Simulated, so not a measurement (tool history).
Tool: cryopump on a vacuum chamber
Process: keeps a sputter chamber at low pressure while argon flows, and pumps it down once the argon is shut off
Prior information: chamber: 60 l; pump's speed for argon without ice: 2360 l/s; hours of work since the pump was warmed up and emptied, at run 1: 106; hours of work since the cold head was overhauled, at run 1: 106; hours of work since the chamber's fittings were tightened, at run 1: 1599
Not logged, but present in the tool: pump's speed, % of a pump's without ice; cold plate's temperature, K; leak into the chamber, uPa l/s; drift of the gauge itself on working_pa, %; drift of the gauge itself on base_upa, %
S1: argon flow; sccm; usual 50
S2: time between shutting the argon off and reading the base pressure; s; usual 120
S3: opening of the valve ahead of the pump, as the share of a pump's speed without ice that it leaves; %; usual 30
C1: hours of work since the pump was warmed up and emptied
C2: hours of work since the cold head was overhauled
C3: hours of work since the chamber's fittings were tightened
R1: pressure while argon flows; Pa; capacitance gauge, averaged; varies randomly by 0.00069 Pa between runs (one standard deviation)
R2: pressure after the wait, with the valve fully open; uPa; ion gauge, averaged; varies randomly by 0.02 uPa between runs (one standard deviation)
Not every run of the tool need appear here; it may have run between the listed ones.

run	hour	S1	S2	S3	C1	C2	C3	R1	R2
1	0	50	120	30	106	106	1599	0.1219	0.52
2	36.3	50	120	30	123	123	1616	0.1211	0.53
3	72.7	50	51	30	140	140	1633	0.1216	0.72
4	92.4	50	120	30	149	149	1642	0.1218	0.55
5	115.2	50	120	19	160	160	1653	0.1921	0.53
6	149.8	50	120	19	176	176	1669	0.1919	0.53
7	185.9	50	120	19	193	193	1686	0.1905	0.55
8	218.5	63	52	53	208	208	1701	0.09	0.67
9	255.8	27	115	37	225	225	1719	0.0539	0.6
10	287.6	27	26	37	240	240	1733	0.0538	0.99

Each run again, without the hidden state but with its own random variation kept:
run	R1	R2
1	0.1203	0.23
2	0.1194	0.23
3	0.1197	0.42
4	0.1198	0.24
5	0.1899	0.22
6	0.1895	0.22
7	0.188	0.23
8	0.0865	0.34
9	0.0523	0.26
10	0.0521	0.65

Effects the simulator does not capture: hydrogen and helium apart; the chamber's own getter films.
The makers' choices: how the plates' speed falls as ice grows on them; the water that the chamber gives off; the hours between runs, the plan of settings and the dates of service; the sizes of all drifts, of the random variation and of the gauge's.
